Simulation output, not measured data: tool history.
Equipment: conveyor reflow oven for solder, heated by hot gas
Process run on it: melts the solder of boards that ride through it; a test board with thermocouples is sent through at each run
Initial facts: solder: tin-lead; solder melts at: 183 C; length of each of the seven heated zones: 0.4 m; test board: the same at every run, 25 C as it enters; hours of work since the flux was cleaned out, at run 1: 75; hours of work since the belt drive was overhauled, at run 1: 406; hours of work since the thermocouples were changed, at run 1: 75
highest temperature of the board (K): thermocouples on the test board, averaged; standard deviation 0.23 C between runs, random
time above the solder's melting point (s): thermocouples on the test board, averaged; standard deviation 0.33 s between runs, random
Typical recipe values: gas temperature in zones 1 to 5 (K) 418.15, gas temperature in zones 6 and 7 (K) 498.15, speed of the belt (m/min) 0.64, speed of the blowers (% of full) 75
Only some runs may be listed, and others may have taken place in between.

| run | day | gas temperature in zones 1 to 5 (K) | gas temperature in zones 6 and 7 (K) | speed of the belt (m/min) | speed of the blowers (% of full) | hours of work since the flux was cleaned out | hours of work since the belt drive was overhauled | hours of work since the thermocouples were changed | highest temperature of the board (K) | time above the solder's melting point (s) |
|---|---|---|---|---|---|---|---|---|---|---|
| 1 | 0 | 418.15 | 498.15 | 0.64 | 75 | 75 | 406 | 75 | 486.65 | 57.3 |
| 2 | 2.208 | 418.15 | 498.15 | 0.64 | 75 | 111 | 443 | 111 | 486.45 | 56.7 |
| 3 | 4.358 | 418.15 | 498.15 | 0.64 | 75 | 146 | 478 | 146 | 486.55 | 57.1 |
| 4 | 5.721 | 418.15 | 498.15 | 0.64 | 62 | 169 | 500 | 169 | 483.65 | 53.5 |
| 5 | 7.075 | 418.15 | 498.15 | 0.64 | 62 | 191 | 522 | 191 | 483.25 | 53.5 |
| 6 | 8.692 | 418.15 | 498.15 | 0.64 | 62 | 217 | 549 | 217 | 483.65 | 53.1 |
| 7 | 10.271 | 418.15 | 498.15 | 0.759 | 75 | 243 | 575 | 243 | 481.05 | 42.7 |
| 8 | 11.75 | 418.15 | 498.15 | 0.759 | 75 | 267 | 599 | 267 | 481.25 | 42.1 |
| 9 | 13.079 | 418.15 | 498.15 | 0.759 | 75 | 289 | 621 | 289 | 481.15 | 42.6 |
| 10 | 14.825 | 418.15 | 498.15 | 0.759 | 75 | 318 | 649 | 318 | 480.75 | 41.7 |
| 11 | 17.175 | 418.15 | 498.15 | 0.748 | 75 | 356 | 688 | 356 | 481.25 | 42.9 |
|  | 19.908 | flux residue cleaned out of gas plates and filters |
| 12 | 20.021 | 418.15 | 498.15 | 0.748 | 75 | 2 | 731 | 399 | 479.25 | 40 |
| 13 | 22.15 | 409.15 | 498.15 | 0.748 | 75 | 37 | 766 | 434 | 476.25 | 35.7 |
| 14 | 24.692 | 409.15 | 498.15 | 0.748 | 75 | 78 | 807 | 476 | 476.35 | 35.5 |
| 15 | 27.221 | 418.15 | 498.15 | 0.753 | 75 | 120 | 849 | 517 | 477.75 | 39.1 |
| 16 | 28.846 | 415.15 | 498.15 | 0.753 | 75 | 146 | 875 | 544 | 476.95 | 37.1 |
| 17 | 30.092 | 418.15 | 493.15 | 0.64 | 75 | 167 | 896 | 564 | 478.75 | 48.8 |
| 18 | 32.417 | 418.15 | 493.15 | 0.64 | 75 | 205 | 934 | 602 | 478.25 | 48.8 |
| 19 | 33.571 | 418.15 | 498.15 | 0.57 | 51 | 224 | 953 | 621 | 481.65 | 57.5 |
|  | 34.525 | flux residue cleaned out of gas plates and filters, once more |
| 20 | 35.554 | 418.15 | 498.15 | 0.57 | 51 | 17 | 982 | 650 | 485.35 | 63.1 |
| 21 | 37.142 | 418.15 | 503.15 | 0.57 | 83 | 43 | 1008 | 676 | 496.45 | 73.7 |
| 22 | 38.933 | 418.15 | 503.15 | 0.57 | 83 | 72 | 1037 | 706 | 495.85 | 73.7 |
| 23 | 41.521 | 418.15 | 494.15 | 0.624 | 75 | 115 | 1080 | 748 | 484.45 | 58.1 |
| 24 | 43.033 | 418.15 | 494.15 | 0.624 | 75 | 139 | 1104 | 773 | 484.55 | 58.1 |
| 25 | 44.958 | 418.15 | 494.15 | 0.624 | 75 | 171 | 1136 | 804 | 483.95 | 57.3 |
| 26 | 47.079 | 418.15 | 502.15 | 0.764 | 77 | 206 | 1171 | 839 | 485.95 | 47.1 |
| 27 | 49.412 | 422.15 | 502.15 | 0.64 | 75 | 244 | 1209 | 877 | 491.05 | 63.4 |
| 28 | 51.317 | 411.15 | 501.15 | 0.628 | 75 | 275 | 1240 | 909 | 488.75 | 58.3 |
| 29 | 52.438 | 422.15 | 503.15 | 0.738 | 81 | 293 | 1258 | 927 | 488.55 | 52.3 |
|  | 53.396 | belt drive overhauled, speed set with a stopwatch |
| 30 | 54.929 | 418.15 | 504.15 | 0.64 | 62 | 332 | 25 | 965 | 488.05 | 56.7 |

Below are 5 alternative next runs, each starting from the tool's condition after run 30. Predict each:
| A | 56.133 | 418.15 | 498.15 | 0.64 | 64 | 351 | 45 | 985 | ? | ? |
| B | 56.133 | 414.15 | 504.15 | 0.712 | 54 | 351 | 45 | 985 | ? | ? |
| C | 56.133 | 418.15 | 504.15 | 0.64 | 58 | 351 | 45 | 985 | ? | ? |
| D | 56.133 | 418.15 | 501.15 | 0.64 | 75 | 351 | 45 | 985 | ? | ? |
| E | 56.133 | 404.15 | 498.15 | 0.593 | 62 | 351 | 45 | 985 | ? | ? |

| run | highest temperature of the board (K) | time above the solder's melting point (s) |
|---|---|---|
| A | 483.25 | 52.8 |
| B | 480.95 | 41.8 |
| C | 486.95 | 55.4 |
| D | 488.15 | 57.6 |
| E | 482.25 | 51.3 |
Take away the tool's hidden state, keep each run's random variation, and the runs would have read:
| run | highest temperature of the board (K) | time above the solder's melting point (s) |
|---|---|---|
| A | 484.05 | 54.2 |
| B | 482.05 | 43.3 |
| C | 487.75 | 56.5 |
| D | 489.05 | 58.9 |
| E | 483.15 | 52.9 |
